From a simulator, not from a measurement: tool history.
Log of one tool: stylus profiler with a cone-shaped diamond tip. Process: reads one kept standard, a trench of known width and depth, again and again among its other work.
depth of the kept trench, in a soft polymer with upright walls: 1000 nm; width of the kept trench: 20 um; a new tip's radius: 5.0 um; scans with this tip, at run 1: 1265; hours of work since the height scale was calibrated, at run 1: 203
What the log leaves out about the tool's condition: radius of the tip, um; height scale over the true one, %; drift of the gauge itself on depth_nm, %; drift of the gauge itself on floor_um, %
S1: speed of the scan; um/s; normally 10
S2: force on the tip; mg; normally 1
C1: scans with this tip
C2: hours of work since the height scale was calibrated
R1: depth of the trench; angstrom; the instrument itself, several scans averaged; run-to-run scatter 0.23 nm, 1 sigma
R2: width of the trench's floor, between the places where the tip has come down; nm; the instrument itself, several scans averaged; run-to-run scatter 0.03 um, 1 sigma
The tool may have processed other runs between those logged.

run     day  S1    S2    C1   C2       R1     R2
  1       0  10     1  1265  203  10078.1  13600
  2   0.325  10     1  1291  207  10079.3  13550
  3   0.779  10     1  1326  213  10075.6  13570
  4   1.125   5     1  1353  217  10077.5  13620
  5   1.454  10  0.54  1379  222  10054.2  13540
  6   1.783  10  0.54  1405  226  10054.4  13530
  7   2.342  10  0.54  1448  233  10052.9  13540
  8   2.708  38  0.54  1477  237  10053.1  13220
  9   3.071  38  0.54  1505  242  10049.4  13250
 10   3.458  38  0.54  1536  247  10046.2  13310
 11    4.05   3     1  1582  254  10075.9  13590
 12   4.588   8     1  1624  261  10077.6  13500
 13   4.988  31     1  1655  266  10077.5  13340
 14   5.325  31     1  1681  270  10076.8  13370
 15   5.738  31     1  1713  275  10073.2  13390
 16   6.071  31     1  1740  280  10082.2  13370
 17   6.546  10     1  1777  285    10078  13500
 18   7.183  10     1  1827  293  10076.4  13480
 19    7.75  27     1  1871  301  10075.5  13360
 20   8.154  27     1  1902  306  10074.7  13280
 21   8.562  27     1  1934  311    10073  13390
 22   8.862  27     1  1958  315  10074.6  13360
 23   9.496  27     1  2007  323  10076.2  13380
 24   10.05  27   2.2  2051  329  10130.1  13380
 25  10.467   6  0.41  2083  335    10039  13450
 26  10.954  15  0.99  2121  341  10074.7  13370
 27  11.333   3  0.83  2151  346  10061.3  13440
     11.392  -- height scale calibrated on a step standard
 28  11.967   2  0.58  2199    7  10052.5  13500
 29  12.475   4  1.67  2238   14  10106.5  13360
 30  12.746  17  2.18  2260   17  10130.3  13360
 31   13.35  17  2.18  2307   25  10128.1  13340
 32  13.671   3     1  2332   29  10073.5  13440
 33   14.25   3     1  2377   36  10073.8  13380
 34  14.696  10  0.34  2412   42  10031.9  13330
     14.933  -- height scale calibrated on a step standard, once more
 35    15.2  23  0.59  2450    3    10057  13270
 36  15.683  23  0.59  2487    9  10058.7  13240
 37  16.238  23  0.67  2530   16  10060.9  13240
 38  16.592  23  0.67  2558   21  10061.4  13240
 39  17.167  23  0.67  2603   28  10062.5  13250
 40  17.775  13  1.09  2651   36  10082.9  13270
 41  18.158   5  1.89  2681   40  10123.9  13340
 42  18.475  27  2.56  2705   44  10145.7  13240
 43  18.871  27  2.56  2736   49    10151  13220
 44  19.275   4  2.23  2768   54  10136.3  13310
 45   19.85   4  2.23  2813   62  10134.1  13290
 46  20.425   7  0.52  2858   69  10050.4  13230

Alternative continuations, all from the tool just after run 46; predict every row:
  A  20.988   7  2.78  2902  76   ?   ?
  B  20.988   7  0.92  2902  76   ?   ?
  C  20.988   3  2.35  2902  76   ?   ?

run       R1     R2
  A  10157.3  13250
  B  10074.1  13270
  C    10142  13290
Stripped of hidden state, with their random variation kept, the same runs would have yielded:
run       R1     R2
  A  10158.2  13930
  B    10075  13950
  C  10142.9  13970
